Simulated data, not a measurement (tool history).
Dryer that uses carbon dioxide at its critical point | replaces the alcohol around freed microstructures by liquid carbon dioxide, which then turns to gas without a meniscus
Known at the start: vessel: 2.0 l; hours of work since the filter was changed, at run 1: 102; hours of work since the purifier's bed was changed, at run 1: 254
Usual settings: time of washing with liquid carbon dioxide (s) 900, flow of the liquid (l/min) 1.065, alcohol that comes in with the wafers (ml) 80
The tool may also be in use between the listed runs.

run   hour  time of washing with liquid carbon dioxide (s)  flow of the liquid (l/min)  alcohol that comes in with the wafers (ml)  hours of work since the filter was changed  hours of work since the purifier's bed was changed  alcohol left in the vessel before it's heated (ppm by volume)
  1    0.0                                             900                       1.065                                          80                                         102                                                 254                                                            155
  2   19.7                                             840                       1.065                                          80                                         111                                                 263                                                            223
  3   29.6                                             840                       1.065                                          80                                         116                                                 268                                                            228
  4   50.7                                             900                       1.065                                          80                                         125                                                 277                                                            166
  5   63.4                                            1440                       1.065                                          80                                         131                                                 283                                                             35
  6   74.9                                             840                       1.065                                          80                                         136                                                 288                                                            249
  7   88.7                                             960                       1.065                                          80                                         142                                                 295                                                            132
  8  110.9                                             960                       1.065                                          80                                         153                                                 305                                                            139
  9  125.9                                            1260                       1.065                                          23                                         159                                                 311                                                             36
 10  144.0                                            1260                       1.065                                          23                                         167                                                 320                                                             41
 11  153.2                                             780                       1.065                                          21                                         172                                                 324                                                            124

The next listed run, before its measurement:
 12  165.7                                             780                       1.065                                          21                                         177                                                 329                                                              ?

{"run 12": {"alcohol left in the vessel before it's heated (ppm by volume)": 139}}
Without the tool's hidden state the same run would have given alcohol left in the vessel before it's heated (ppm by volume) 53.

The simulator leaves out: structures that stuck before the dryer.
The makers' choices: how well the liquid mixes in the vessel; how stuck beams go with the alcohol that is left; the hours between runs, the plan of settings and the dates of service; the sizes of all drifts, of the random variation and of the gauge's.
